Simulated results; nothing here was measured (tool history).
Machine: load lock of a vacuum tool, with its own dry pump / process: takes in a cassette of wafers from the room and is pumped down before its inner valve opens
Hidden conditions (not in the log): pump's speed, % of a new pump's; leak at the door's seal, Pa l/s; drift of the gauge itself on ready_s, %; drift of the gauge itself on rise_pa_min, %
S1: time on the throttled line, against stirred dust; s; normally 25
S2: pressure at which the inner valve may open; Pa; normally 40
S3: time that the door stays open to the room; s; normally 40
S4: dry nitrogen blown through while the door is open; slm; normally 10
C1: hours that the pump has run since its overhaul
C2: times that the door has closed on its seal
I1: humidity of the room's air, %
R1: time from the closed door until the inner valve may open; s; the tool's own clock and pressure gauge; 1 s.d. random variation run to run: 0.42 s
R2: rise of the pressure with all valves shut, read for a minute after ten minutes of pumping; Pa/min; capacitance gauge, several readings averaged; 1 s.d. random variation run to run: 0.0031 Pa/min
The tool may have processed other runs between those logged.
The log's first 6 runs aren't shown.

run	hour	S1	S2	S3	S4	C1	C2	I1	R1	R2
7	1711.8	25	40	40	10	7279	12302	44	51.3	0.103
8	1913.1	25	40	40	10	7480	12522	49.3	50.6	0.101
9	2207.3	25	47	40	10	7774	12845	42.4	50.3	0.094
10	2556.1	25	47	40	10	8123	13227	45.1	50	0.106
11	2799.9	25	40	91	10	8367	13494	45.9	51.1	0.151
12	3212.7	25	40	91	10	8779	13946	44.9	51.8	0.143
13	3586	25	40	40	10	9153	14355	46	51.1	0.109
14	3910.4	25	40	40	10	9477	14711	46.4	52.4	0.107
15	4269	25	40	40	10	9836	15103	44.6	51.8	0.103
16	4661.2	25	40	40	10	10228	15533	45.8	52.3	0.113
17	4864.6	25	60	173	10	10431	15756	43.2	50.8	0.186
18	5261.9	16	40	41	6	10829	16191	44.2	44.7	0.116
19	5464.9	16	40	147	5	11032	16413	47.9	45.5	0.205
20	5659.9	16	48	133	5	11227	16627	47.4	44.3	0.199
21	5925.2	40	32	99	35	11492	16918	42.2	64.5	0.109
22	6184.2	40	32	99	35	11751	17201	46.4	65.7	0.12
23	6499.3	40	32	99	35	12066	17547	45.1	63.9	0.119
24	6880.1	40	32	99	35	12447	17964	47.1	65	0.12
25	7155.8	40	32	99	35	12723	18266	44.3	65.4	0.118
26	7520.9	40	32	99	35	13088	18666	42.9	65.3	0.109
27	7723.2	40	32	99	35	13290	18887	45.6	65.7	0.116
28	7899.5	40	32	99	35	13466	19081	44	65.4	0.128
29	8083.4	40	32	99	15	13650	19282	45.1	65	0.151
30	8341.8	23	62	125	8	13909	19565	47.8	50.5	0.198
31	8736.7	42	48	216	10	14303	19998	42.5	65.7	0.216

Expected results for the next run?
32	9008.1	23	48	216	22	14575	20295	47.9	?	?

{"run 32": {"R1": 51.2, "R2": 0.201}}
On a tool with no hidden condition, and with the same random variation, this run would have come out at R1 47.1 s, R2 0.168 Pa/min.
